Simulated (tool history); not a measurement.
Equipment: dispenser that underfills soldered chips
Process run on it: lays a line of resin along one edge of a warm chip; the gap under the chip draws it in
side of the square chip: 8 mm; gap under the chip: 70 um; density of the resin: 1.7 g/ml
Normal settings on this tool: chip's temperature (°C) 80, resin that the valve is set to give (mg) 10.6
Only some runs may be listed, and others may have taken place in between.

run	hour	chip's temperature (°C)	resin that the valve is set to give (mg)	time until the resin shows at the far edge (s)	resin that the valve gave (mg)
1	0	80	10.6	30.9	10.37
# hour 6.9: new syringe of resin
2	10.5	79	10.6	31.8	10.31
# hour 16.6: new syringe of resin
3	19.8	79	10.6	30.6	10.11
# hour 26.7: new syringe of resin
4	31.6	80	12.3	32.3	11.89
# hour 36.8: new syringe of resin
5	40.1	80	10.6	30.1	10.17
# hour 47.1: new syringe of resin
6	48.8	80	10.6	27.8	10.22
# hour 57.3: new syringe of resin
7	62.6	80	10.6	33.7	10.17
# hour 67.2: new syringe of resin
8	73.8	80	10.6	36.5	10.09
# hour 77: new syringe of resin
9	85.7	80	10.6	39.6	10.14
# hour 87.3: new syringe of resin
# hour 96.7: dispensing valve cleaned and set on the balance
# hour 98.5: new syringe of resin
10	104.1	80	10.6	34.5	10.52
# hour 108.7: new syringe of resin
11	111.9	80	9.1	31.4	9.16
# hour 119.4: new syringe of resin
12	121.6	80	9.1	30.9	9.02
# hour 129.6: new syringe of resin
13	138.7	70	11.1	58	11.01
# hour 140.4: new syringe of resin
# hour 150.5: new syringe of resin
14	150.6	70	11.1	35	10.76
# hour 161.2: new syringe of resin
15	161.6	70	11.1	35.6	10.93
# hour 171.2: new syringe of resin
16	177.9	84	13.1	30.9	12.83
# hour 181.3: new syringe of resin
# hour 191.4: new syringe of resin
17	193.2	84	13.1	23.7	12.58
# hour 202.3: new syringe of resin
18	210	84	13.1	33.5	12.71
# hour 212.7: new syringe of resin
19	220.3	90	10.9	28.1	10.32
# hour 222.7: new syringe of resin
20	228.5	88	10.5	27.3	9.96
# hour 232.5: new syringe of resin
# hour 242.7: new syringe of resin
21	242.7	73	10.5	33.1	9.76
22	251	72	11.1	52.9	10.49
# hour 252.4: new syringe of resin
# hour 259.3: dispensing valve cleaned and set on the balance
# hour 263.7: new syringe of resin
23	268.2	80	11.9	32	11.96

Measured result minus the same run's result without the hidden state. Both carry the same run-to-run variation, though not necessarily the same gauge scatter:
Hidden state present: resin's viscosity, % of fresh resin's; dose that the valve gives, % of what is set; true chip temperature over the reading, C; drift of the gauge itself on fill_s, %; drift of the gauge itself on given_mg, %.
run	time until the resin shows at the far edge (s)	resin that the valve gave (mg)
1	+5.5	-0.22
2	+6.1	-0.26
3	+4.7	-0.29
4	+7.2	-0.39
5	+5.1	-0.37
6	+2.6	-0.41
7	+8.7	-0.46
8	+10.8	-0.5
9	+14.9	-0.54
10	+9	-0.01
11	+5.2	-0.03
12	+4.3	-0.08
13	+22.8	-0.16
14	+0.4	-0.2
15	+1.1	-0.25
16	+9.8	-0.37
17	+2.4	-0.43
18	+11.9	-0.51
19	+10.1	-0.46
20	+7.7	-0.47
21	+1.7	-0.52
22	+20.5	-0.58
23	+7.5	-0.06

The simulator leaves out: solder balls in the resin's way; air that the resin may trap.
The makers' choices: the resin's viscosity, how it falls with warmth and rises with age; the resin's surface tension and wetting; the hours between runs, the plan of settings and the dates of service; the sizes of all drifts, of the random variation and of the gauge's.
